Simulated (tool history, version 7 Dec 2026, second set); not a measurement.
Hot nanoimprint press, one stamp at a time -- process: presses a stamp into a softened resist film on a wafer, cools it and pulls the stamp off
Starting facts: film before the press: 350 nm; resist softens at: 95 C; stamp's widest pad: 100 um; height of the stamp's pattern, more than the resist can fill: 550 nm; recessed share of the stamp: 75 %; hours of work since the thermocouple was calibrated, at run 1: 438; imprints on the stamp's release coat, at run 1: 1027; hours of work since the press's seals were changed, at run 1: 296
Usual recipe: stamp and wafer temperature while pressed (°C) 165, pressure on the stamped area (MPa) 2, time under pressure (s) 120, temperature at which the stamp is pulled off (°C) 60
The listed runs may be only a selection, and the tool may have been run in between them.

| run | day | stamp and wafer temperature while pressed (°C) | pressure on the stamped area (MPa) | time under pressure (s) | temperature at which the stamp is pulled off (°C) | hours of work since the thermocouple was calibrated | imprints on the stamp's release coat | hours of work since the press's seals were changed | resist left under the stamp's widest pad (Å) | greatest force while the stamp is pulled off (N) |
|---|---|---|---|---|---|---|---|---|---|---|
| 1 | 0 | 165 | 2 | 120 | 60 | 438 | 1027 | 296 | 1774 | 158 |
| 2 | 0.883 | 165 | 2 | 120 | 60 | 452 | 1112 | 311 | 1774 | 160 |
|  | 1.117 | plate thermocouple calibrated |
| 3 | 1.762 | 165 | 2.57 | 120 | 60 | 10 | 1185 | 323 | 1604 | 156 |
| 4 | 2.429 | 165 | 2.57 | 120 | 60 | 21 | 1249 | 333 | 1600 | 160 |
| 5 | 3.375 | 165 | 2 | 120 | 60 | 36 | 1341 | 349 | 1783 | 160 |
| 6 | 4.05 | 165 | 2 | 120 | 60 | 47 | 1406 | 359 | 1767 | 159 |
|  | 4.492 | stamp cleaned and given a new release coat |
| 7 | 5.262 | 165 | 2 | 120 | 60 | 63 | 75 | 375 | 1767 | 158 |
| 8 | 6.171 | 165 | 2 | 120 | 60 | 77 | 162 | 389 | 1766 | 159 |
| 9 | 7.142 | 165 | 2 | 120 | 60 | 93 | 256 | 405 | 1766 | 159 |
| 10 | 8.271 | 176 | 2 | 120 | 60 | 111 | 364 | 423 | 967 | 153 |
| 11 | 8.758 | 165 | 2 | 120 | 60 | 119 | 411 | 431 | 1768 | 152 |
| 12 | 9.438 | 165 | 2 | 120 | 60 | 130 | 477 | 442 | 1775 | 158 |
| 13 | 9.933 | 165 | 2 | 120 | 60 | 138 | 525 | 450 | 1763 | 160 |
| 14 | 10.992 | 165 | 2 | 120 | 60 | 154 | 627 | 467 | 1761 | 160 |
| 15 | 11.592 | 165 | 2 | 120 | 60 | 164 | 684 | 476 | 1766 | 165 |
| 16 | 12.608 | 165 | 2 | 120 | 60 | 180 | 782 | 493 | 1759 | 158 |
| 17 | 13.067 | 165 | 2.91 | 120 | 66 | 188 | 827 | 500 | 1502 | 151 |
| 18 | 13.721 | 165 | 1.42 | 125 | 47 | 198 | 890 | 511 | 1979 | 185 |
| 19 | 14.638 | 165 | 1.55 | 120 | 46 | 213 | 978 | 525 | 1940 | 175 |
| 20 | 15.188 | 165 | 1.55 | 120 | 46 | 222 | 1031 | 534 | 1931 | 184 |
| 21 | 16.071 | 165 | 1.74 | 120 | 58 | 236 | 1116 | 548 | 1861 | 160 |
| 22 | 17.004 | 165 | 1.74 | 120 | 58 | 251 | 1207 | 563 | 1854 | 168 |
| 23 | 18.038 | 164 | 1.74 | 120 | 55 | 268 | 1306 | 580 | 1950 | 168 |
|  | 18.958 | press's hydraulic seals changed and the load cell set to zero |
| 24 | 19.062 | 164 | 1.47 | 177 | 48 | 279 | 1373 | 2 | 1816 | 181 |
|  | 19.904 | stamp cleaned and given a new release coat |
| 25 | 19.962 | 156 | 2 | 71 | 55 | 289 | 6 | 12 | 2869 | 168 |
| 26 | 20.421 | 156 | 2 | 71 | 54 | 296 | 50 | 19 | 2869 | 166 |
| 27 | 21.408 | 156 | 2 | 71 | 54 | 312 | 145 | 35 | 2871 | 161 |
| 28 | 22.446 | 157 | 3.15 | 104 | 52 | 329 | 245 | 52 | 2299 | 170 |
| 29 | 23.512 | 157 | 3.15 | 104 | 52 | 346 | 348 | 69 | 2302 | 167 |

How would selected steps in resist left under the stamp's widest pad (Å) from run to run divide? Give the signed amount a tool lacking its hidden state would still show from settings, what came in and random variation, and the signed amount left for the hidden state, including any gauge scatter that is not in both of the compared results.
Hidden state at play: true temperature over the reading, C; pressure that arrives at the usual setting, %; grip of the stamp's worn release coat, % over a new coat's; drift of the gauge itself on residual_nm, %; drift of the gauge itself on pull_off_n, %.
Run 10 -> 11: stamp and wafer temperature while pressed (°C) 176 -> 165. resist left under the stamp's widest pad (Å) +801: hidden state -5, all else +806.
Run 24 -> 25: stamp and wafer temperature while pressed (°C) 164 -> 156, pressure on the stamped area (MPa) 1.47 -> 2, time under pressure (s) 177 -> 71, temperature at which the stamp is pulled off (°C) 48 -> 55, stamp cleaned and given a new release coat. resist left under the stamp's widest pad (Å) +1053: hidden state -14, all else +1067.
Run 27 -> 28: stamp and wafer temperature while pressed (°C) 156 -> 157, pressure on the stamped area (MPa) 2 -> 3.15, time under pressure (s) 71 -> 104, temperature at which the stamp is pulled off (°C) 54 -> 52. resist left under the stamp's widest pad (Å) -572: hidden state +6, all else -578.
